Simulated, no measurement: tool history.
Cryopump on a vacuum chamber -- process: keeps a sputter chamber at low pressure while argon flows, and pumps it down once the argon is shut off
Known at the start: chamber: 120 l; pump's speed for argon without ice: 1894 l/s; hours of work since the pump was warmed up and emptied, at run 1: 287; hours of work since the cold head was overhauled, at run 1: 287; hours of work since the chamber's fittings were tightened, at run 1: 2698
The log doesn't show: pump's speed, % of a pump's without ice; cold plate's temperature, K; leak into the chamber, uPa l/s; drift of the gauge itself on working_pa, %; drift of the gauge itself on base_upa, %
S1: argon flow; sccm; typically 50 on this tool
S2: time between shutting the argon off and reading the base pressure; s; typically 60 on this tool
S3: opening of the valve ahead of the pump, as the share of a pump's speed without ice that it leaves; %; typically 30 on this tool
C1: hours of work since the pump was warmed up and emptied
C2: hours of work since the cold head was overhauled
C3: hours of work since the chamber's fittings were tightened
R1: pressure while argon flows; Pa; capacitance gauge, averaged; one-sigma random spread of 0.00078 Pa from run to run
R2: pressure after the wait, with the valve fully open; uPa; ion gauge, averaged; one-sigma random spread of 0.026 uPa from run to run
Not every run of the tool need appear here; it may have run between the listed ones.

Run 1, hour 0.0: usual settings; C1 287; C2 287; C3 2698. Result: R1 0.1546 Pa, R2 2.90 uPa.
Run 2, hour 22.5: usual settings; C1 303; C2 303; C3 2714. Result: R1 0.1550 Pa, R2 3.01 uPa.
Run 3, hour 41.2: usual settings; C1 316; C2 316; C3 2727. Result: R1 0.1552 Pa, R2 2.99 uPa.
Run 4, hour 58.2: usual settings; C1 328; C2 328; C3 2739. Result: R1 0.1560 Pa, R2 2.99 uPa.
Run 5, hour 69.1: usual settings; C1 336; C2 336; C3 2747. Result: R1 0.1574 Pa, R2 3.12 uPa.
Run 6, hour 91.1: usual settings; C1 351; C2 351; C3 2762. Result: R1 0.1568 Pa, R2 3.05 uPa.
Run 7, hour 103.3: usual settings; C1 360; C2 360; C3 2771. Result: R1 0.1570 Pa, R2 2.99 uPa.
Run 8, hour 118.6: usual settings; C1 371; C2 371; C3 2782. Result: R1 0.1546 Pa, R2 3.02 uPa.
Run 9, hour 136.0: usual settings but S2 38 s; C1 383; C2 383; C3 2794. Result: R1 0.1580 Pa, R2 3.68 uPa.
Run 10, hour 155.9: usual settings but S3 22 %; C1 397; C2 397; C3 2808. Result: R1 0.2110 Pa, R2 3.06 uPa.
Run 11, hour 175.1: usual settings but S3 45 %; C1 411; C2 411; C3 2822. Result: R1 0.1090 Pa, R2 3.17 uPa.
Run 12, hour 192.8: usual settings but S3 45 %; C1 423; C2 423; C3 2834. Result: R1 0.1089 Pa, R2 3.17 uPa.
Run 13, hour 207.4: usual settings but S2 47 s, S3 45 %; C1 433; C2 433; C3 2844. Result: R1 0.1093 Pa, R2 3.48 uPa.
Run 14, hour 222.8: usual settings but S2 47 s, S3 45 %; C1 444; C2 444; C3 2855. Result: R1 0.1096 Pa, R2 3.58 uPa.
Run 15, hour 233.6: usual settings but S2 47 s, S3 45 %; C1 452; C2 452; C3 2863. Result: R1 0.1104 Pa, R2 3.41 uPa.
Run 16, hour 254.1: usual settings but S2 55 s; C1 466; C2 466; C3 2877. Result: R1 0.1601 Pa, R2 3.42 uPa.
At hour 263.8: pump warmed up, emptied and cooled again.
Run 17, hour 281.1: usual settings but S2 55 s; C1 12; C2 482; C3 2893. Result: R1 0.1507 Pa, R2 2.89 uPa.
Run 18, hour 295.2: usual settings but S1 49 sccm, S2 111 s; C1 22; C2 492; C3 2903. Result: R1 0.1459 Pa, R2 2.44 uPa.
Run 19, hour 319.6: usual settings but S1 27 sccm, S2 45 s, S3 39 %; C1 39; C2 509; C3 2920. Result: R1 0.0620 Pa, R2 3.18 uPa.
Run 20, hour 341.3: usual settings but S1 27 sccm, S2 45 s, S3 39 %; C1 55; C2 524; C3 2935. Result: R1 0.0631 Pa, R2 3.33 uPa.
Run 21, hour 361.8: usual settings but S2 74 s; C1 69; C2 539; C3 2950. Result: R1 0.1522 Pa, R2 2.83 uPa.
Run 22, hour 376.3: usual settings but S1 32 sccm, S2 28 s; C1 79; C2 549; C3 2960. Result: R1 0.0971 Pa, R2 4.08 uPa.
Run 23, hour 389.4: usual settings but S1 55 sccm, S2 50 s, S3 23 %; C1 89; C2 559; C3 2969. Result: R1 0.2167 Pa, R2 3.12 uPa.
Run 24, hour 409.5: usual settings but S1 81 sccm, S2 207 s, S3 43 %; C1 103; C2 573; C3 2984. Result: R1 0.1724 Pa, R2 2.26 uPa.
Run 25, hour 424.3: usual settings but S1 62 sccm, S2 207 s, S3 43 %; C1 113; C2 583; C3 2994. Result: R1 0.1341 Pa, R2 2.42 uPa.
Run 26, hour 441.1: usual settings but S1 28 sccm, S2 285 s, S3 36 %; C1 125; C2 595; C3 3006. Result: R1 0.0717 Pa, R2 2.26 uPa.
Run 27, hour 459.2: usual settings but S1 26 sccm, S2 161 s, S3 45 %; C1 138; C2 608; C3 3019. Result: R1 0.0531 Pa, R2 2.48 uPa.
Run 28, hour 472.2: usual settings but S2 232 s, S3 19 %; C1 147; C2 617; C3 3028. Result: R1 0.2397 Pa, R2 2.34 uPa.
Run 29, hour 486.6: usual settings but S1 87 sccm, S2 203 s; C1 157; C2 627; C3 3038. Result: R1 0.2670 Pa, R2 2.43 uPa.
Run 30, hour 502.8: usual settings but S1 87 sccm, S2 203 s; C1 169; C2 639; C3 3049. Result: R1 0.2649 Pa, R2 2.43 uPa.
Run 31, hour 528.8: usual settings but S1 87 sccm, S2 203 s; C1 187; C2 657; C3 3068. Result: R1 0.2660 Pa, R2 2.44 uPa.
Run 32, hour 550.9: usual settings but S1 86 sccm; C1 203; C2 673; C3 3084. Result: R1 0.2648 Pa, R2 3.15 uPa.
Run 33, hour 565.0: usual settings but S1 35 sccm, S2 103 s, S3 23 %; C1 213; C2 683; C3 3093. Result: R1 0.1399 Pa, R2 2.65 uPa.
Run 34, hour 577.3: usual settings but S1 40 sccm, S2 300 s, S3 23 %; C1 221; C2 691; C3 3102. Result: R1 0.1587 Pa, R2 2.40 uPa.

Below are 3 alternative next runs, each starting from the tool's condition after run 34. Predict each:
Run A, hour 601.0: usual settings but S2 133 s; C1 238; C2 708; C3 3119. Result: R1 ?, R2 ?.
Run B, hour 601.0: usual settings but S1 97 sccm, S2 25 s, S3 21 %; C1 238; C2 708; C3 3119. Result: R1 ?, R2 ?.
Run C, hour 601.0: usual settings but S2 33 s, S3 60 %; C1 238; C2 708; C3 3119. Result: R1 ?, R2 ?.

run      R1    R2
  A  0.1544  2.69
  B  0.4249  4.41
  C  0.0804  4.03
Take away the tool's hidden state, keep each run's random variation, and the runs would have read:
run      R1    R2
  A  0.1485  0.60
  B  0.4133  2.43
  C  0.0745  1.95

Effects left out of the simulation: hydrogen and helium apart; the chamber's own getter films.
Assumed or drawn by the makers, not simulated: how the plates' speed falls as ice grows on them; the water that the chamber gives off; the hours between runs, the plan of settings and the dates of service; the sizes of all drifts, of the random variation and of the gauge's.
